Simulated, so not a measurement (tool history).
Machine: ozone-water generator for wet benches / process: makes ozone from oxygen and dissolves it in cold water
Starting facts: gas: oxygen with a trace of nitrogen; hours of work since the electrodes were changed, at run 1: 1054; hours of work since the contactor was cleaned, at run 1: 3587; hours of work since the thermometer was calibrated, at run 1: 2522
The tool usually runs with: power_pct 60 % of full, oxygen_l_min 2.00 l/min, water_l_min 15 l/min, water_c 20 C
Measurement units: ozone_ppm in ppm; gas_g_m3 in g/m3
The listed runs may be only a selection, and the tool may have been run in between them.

run,hour,power_pct,oxygen_l_min,water_l_min,water_c,hours of work since the electrodes were changed,hours of work since the contactor was cleaned,hours of work since the thermometer was calibrated,ozone_ppm,gas_g_m3
1,0.0,60,2.00,15,20,1054,3587,2522,10.4,152.7
2,28.2,60,2.00,15,20,1081,3614,2549,10.3,154.5
3,55.6,60,2.00,15,19,1108,3641,2576,10.5,152.4
# hour 71.0: water thermometer calibrated
4,75.5,60,2.00,15,19,1127,3660,4,10.7,154.3
5,104.6,60,1.85,15,20,1155,3688,33,10.2,158.1
6,132.7,60,1.85,15,20,1183,3715,60,10.0,158.7
7,158.6,60,1.85,15,20,1208,3740,85,10.2,157.7

What does the tool deliver on the next run?
8,193.7,60,1.85,15,20,1242,3774,119,?,?

Run 8 yielded ozone_ppm 10.1 ppm, gas_g_m3 158.1 g/m3.
With the hidden condition absent and the run-to-run variation left alone, this run would have shown ozone_ppm 11.1 ppm, gas_g_m3 167.3 g/m3.
